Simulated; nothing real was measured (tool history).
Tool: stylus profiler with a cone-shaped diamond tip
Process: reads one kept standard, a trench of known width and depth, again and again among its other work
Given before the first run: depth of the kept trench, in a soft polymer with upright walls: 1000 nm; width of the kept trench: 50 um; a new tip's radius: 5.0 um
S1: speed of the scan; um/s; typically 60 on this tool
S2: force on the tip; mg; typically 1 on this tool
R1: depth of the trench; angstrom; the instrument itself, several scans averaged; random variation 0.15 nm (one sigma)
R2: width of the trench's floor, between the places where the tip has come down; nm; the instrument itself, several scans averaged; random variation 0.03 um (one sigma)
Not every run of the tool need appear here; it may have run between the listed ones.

Run 1, day 0: usual settings. Result: R1 10082 angstrom, R2 39830 nm.
Run 2, day 0.712: usual settings. Result: R1 10079.3 angstrom, R2 39730 nm.
At day 1.15: new tip fitted, height scale calibrated.
Run 3, day 2.308: usual settings but S2 2.04 mg. Result: R1 10152.1 angstrom, R2 43570 nm.
Run 4, day 3.125: usual settings but S2 1.17 mg. Result: R1 10105.2 angstrom, R2 43390 nm.
Run 5, day 4.221: usual settings but S2 1.17 mg. Result: R1 10102.6 angstrom, R2 43140 nm.
Run 6, day 4.958: usual settings but S2 1.17 mg. Result: R1 10102.3 angstrom, R2 43130 nm.
Run 7, day 6.162: usual settings but S1 165 um/s, S2 1.17 mg. Result: R1 10102.2 angstrom, R2 42360 nm.
Run 8, day 7.633: usual settings but S1 165 um/s, S2 1.17 mg. Result: R1 10099.1 angstrom, R2 42110 nm.
Run 9, day 8.45: usual settings but S1 16 um/s, S2 1.17 mg. Result: R1 10097.4 angstrom, R2 42780 nm.
Run 10, day 9.675: usual settings. Result: R1 10091 angstrom, R2 42450 nm.
Run 11, day 10.975: usual settings but S1 52 um/s. Result: R1 10090.1 angstrom, R2 42250 nm.
Run 12, day 11.996: usual settings but S1 107 um/s. Result: R1 10089 angstrom, R2 41870 nm.
Run 13, day 13.296: usual settings but S1 107 um/s. Result: R1 10088.8 angstrom, R2 41700 nm.
Run 14, day 14.354: usual settings but S1 107 um/s. Result: R1 10088 angstrom, R2 41550 nm.
Run 15, day 15.658: usual settings. Result: R1 10086.9 angstrom, R2 41660 nm.
Run 16, day 17.038: usual settings but S1 127 um/s. Result: R1 10088.8 angstrom, R2 41110 nm.
Run 17, day 18.3: usual settings but S1 127 um/s. Result: R1 10085.4 angstrom, R2 41030 nm.
Run 18, day 19.017: usual settings but S1 127 um/s. Result: R1 10086.7 angstrom, R2 40950 nm.
Run 19, day 20.204: usual settings but S1 127 um/s. Result: R1 10085.4 angstrom, R2 40780 nm.
Run 20, day 21.208: usual settings but S1 127 um/s. Result: R1 10090.7 angstrom, R2 40650 nm.
Run 21, day 22.517: usual settings. Result: R1 10085.1 angstrom, R2 40890 nm.
Run 22, day 23.396: usual settings. Result: R1 10085.4 angstrom, R2 40830 nm.
Run 23, day 24.779: usual settings. Result: R1 10082.5 angstrom, R2 40660 nm.
Run 24, day 25.954: usual settings. Result: R1 10085.4 angstrom, R2 40540 nm.
Run 25, day 26.904: usual settings. Result: R1 10086 angstrom, R2 40410 nm.
Run 26, day 28.038: usual settings but S1 54 um/s, S2 0.34 mg. Result: R1 10038.4 angstrom, R2 40190 nm.

Predict the results of run 27:
Run 27, day 29.475: usual settings but S1 226 um/s, S2 0.46 mg. Result: R1 ?, R2 ?.

Run 27 measured R1 10045.3 angstrom, R2 38630 nm.
On a tool with no hidden condition, and with the same random variation, this run would have come out at R1 10055.8 angstrom, R2 42090 nm.
